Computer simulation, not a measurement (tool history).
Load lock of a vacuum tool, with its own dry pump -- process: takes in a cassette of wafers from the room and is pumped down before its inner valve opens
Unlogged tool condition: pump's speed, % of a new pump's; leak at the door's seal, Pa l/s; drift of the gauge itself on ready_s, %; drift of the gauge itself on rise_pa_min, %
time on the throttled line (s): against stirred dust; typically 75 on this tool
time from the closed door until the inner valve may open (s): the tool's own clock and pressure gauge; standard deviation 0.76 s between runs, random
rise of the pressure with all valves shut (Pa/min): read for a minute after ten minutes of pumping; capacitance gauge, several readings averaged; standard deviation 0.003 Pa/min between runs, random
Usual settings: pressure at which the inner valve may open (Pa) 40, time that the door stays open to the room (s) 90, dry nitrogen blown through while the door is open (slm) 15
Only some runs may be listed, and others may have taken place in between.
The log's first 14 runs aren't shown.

run,hour,time on the throttled line (s),pressure at which the inner valve may open (Pa),time that the door stays open to the room (s),dry nitrogen blown through while the door is open (slm),hours that the pump has run since its overhaul,times that the door has closed on its seal,"incoming humidity of the room's air, %",time from the closed door until the inner valve may open (s),rise of the pressure with all valves shut (Pa/min)
15,2771.9,75,40,90,15,15853,18392,45.3,150.1,0.172
16,2917.2,75,40,90,15,15999,18848,39.5,149.7,0.166
17,3056.9,143,53,157,7,16138,19287,46.3,199.7,0.205
18,3316.5,75,40,31,7,16398,20103,42.7,148.2,0.169
19,3497.6,75,40,31,7,16579,20672,44.8,149.4,0.171
20,3722.4,75,40,31,7,16804,21379,49,149.7,0.18
21,3858.4,75,40,31,7,16940,21806,50.7,149.4,0.186
22,4082.7,142,44,90,15,17164,22511,44.2,200.7,0.207
23,4346.5,75,77,90,19,17428,23340,46.8,142.8,0.216
24,4531.4,128,39,79,6,17613,23921,42.9,192.1,0.23
25,4746,128,39,79,6,17827,24596,47.2,192.5,0.237
# hour 4770.2: dry pump taken out, an overhauled one fitted
26,4998,39,73,79,6,228,25369,44.9,102.8,0.248
27,5270.6,39,73,79,6,500,26226,47.3,102,0.262
28,5437.9,39,73,79,6,668,26752,42.9,103.1,0.256
29,5651.1,39,41,61,6,881,27422,48.2,108.4,0.274

Predict the results of run 30:
30,5867,106,41,85,32,1097,28100,44.4,?,?

{"run 30": {"time from the closed door until the inner valve may open (s)": 161.9, "rise of the pressure with all valves shut (Pa/min)": 0.258}}
On a tool with no hidden condition, and with the same random variation, this run would have come out at time from the closed door until the inner valve may open (s) 161.7, rise of the pressure with all valves shut (Pa/min) 0.033.
